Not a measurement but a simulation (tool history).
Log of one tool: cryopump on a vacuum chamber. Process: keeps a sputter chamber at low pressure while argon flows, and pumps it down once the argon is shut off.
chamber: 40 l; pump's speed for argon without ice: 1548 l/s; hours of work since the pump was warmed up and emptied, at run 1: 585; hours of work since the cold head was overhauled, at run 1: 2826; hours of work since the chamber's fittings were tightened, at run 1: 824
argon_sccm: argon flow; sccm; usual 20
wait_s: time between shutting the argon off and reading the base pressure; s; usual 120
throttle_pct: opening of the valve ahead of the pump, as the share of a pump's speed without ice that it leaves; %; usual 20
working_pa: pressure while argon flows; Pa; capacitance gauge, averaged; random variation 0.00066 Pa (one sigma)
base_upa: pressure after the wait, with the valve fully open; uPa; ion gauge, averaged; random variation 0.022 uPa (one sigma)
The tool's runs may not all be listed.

run	hour	argon_sccm	wait_s	throttle_pct	hours of work since the pump was warmed up and emptied	hours of work since the cold head was overhauled	hours of work since the chamber's fittings were tightened	working_pa	base_upa
1	0	20	120	20	585	2826	824	0.1142	0.85
2	97.4	19	120	20	664	2905	903	0.1095	0.86
# hour 119.6: pump warmed up, emptied and cooled again
3	194.7	19	120	20	61	2980	977	0.104	0.77
4	260	20	120	20	114	3033	1030	0.111	0.81
5	350.1	20	120	20	187	3106	1103	0.1116	0.85
6	415.7	20	120	20	240	3159	1157	0.1134	0.83
7	503.7	20	120	20	311	3231	1228	0.1123	0.85
8	573.1	20	120	20	368	3287	1284	0.1122	0.86
9	667.8	20	120	20	444	3364	1361	0.1146	0.91
10	785.3	20	120	20	540	3459	1456	0.1151	0.94
11	845.3	10	120	20	588	3507	1505	0.0581	0.95
12	917.7	10	120	20	647	3566	1563	0.057	0.98
# hour 965.7: pump warmed up, emptied and cooled again
13	974.7	10	120	20	7	3608	1606	0.0543	0.82
14	1043.8	17	120	20	63	3664	1662	0.094	0.89
15	1127.2	20	120	27	131	3732	1729	0.0825	0.9
16	1216.4	38	22	20	203	3804	1801	0.2113	2.98
17	1313.9	38	22	20	282	3883	1881	0.2119	2.89
18	1397.2	13	66	20	350	3951	1948	0.074	1.35
19	1480.8	13	66	20	418	4019	2016	0.0742	1.37
20	1539.5	34	105	28	465	4066	2063	0.1427	1.06
21	1595.5	36	105	19	511	4112	2109	0.2163	1.06
22	1646.3	21	52	36	552	4153	2150	0.0699	1.63
23	1761.9	20	32	20	645	4247	2244	0.1171	2.32
# hour 1809.9: pump warmed up, emptied and cooled again
24	1883.5	9	66	20	60	4341	2338	0.0492	1.27
25	1974.6	11	21	22	133	4415	2412	0.0556	3.08
26	2054.7	11	21	22	198	4480	2477	0.0561	3.11
27	2162.9	10	120	22	286	4568	2565	0.0516	1.02
28	2229.1	10	120	22	340	4621	2618	0.0516	1.01
29	2286.8	12	72	16	387	4668	2665	0.084	1.34
30	2356.5	35	120	52	443	4725	2722	0.0815	1.06

Measured less the same run without the tool's hidden state. The same run-to-run variation is in both; the gauge's scatter may not be:
The hidden state here: pump's speed, % of a pump's without ice; cold plate's temperature, K; leak into the chamber, uPa l/s; drift of the gauge itself on working_pa, %; drift of the gauge itself on base_upa, %.
run	working_pa	base_upa
1	+0.0052	+0.18
2	+0.006	+0.2
3	+0.0011	+0.14
4	+0.0015	+0.15
5	+0.0022	+0.16
6	+0.0026	+0.17
7	+0.0032	+0.2
8	+0.0037	+0.21
9	+0.0045	+0.24
10	+0.0054	+0.26
11	+0.0031	+0.28
12	+0.0033	+0.3
13	+0.0004	+0.21
14	+0.001	+0.22
15	+0.0018	+0.24
16	+0.0046	+0.26
17	+0.0059	+0.28
18	+0.0025	+0.31
19	+0.0028	+0.33
20	+0.0084	+0.34
21	+0.0097	+0.36
22	+0.0061	+0.37
23	+0.0068	+0.4
24	+0.0006	+0.29
25	+0.001	+0.31
26	+0.0013	+0.34
27	+0.0016	+0.37
28	+0.0018	+0.38
29	+0.0024	+0.39
30	+0.0081	+0.42

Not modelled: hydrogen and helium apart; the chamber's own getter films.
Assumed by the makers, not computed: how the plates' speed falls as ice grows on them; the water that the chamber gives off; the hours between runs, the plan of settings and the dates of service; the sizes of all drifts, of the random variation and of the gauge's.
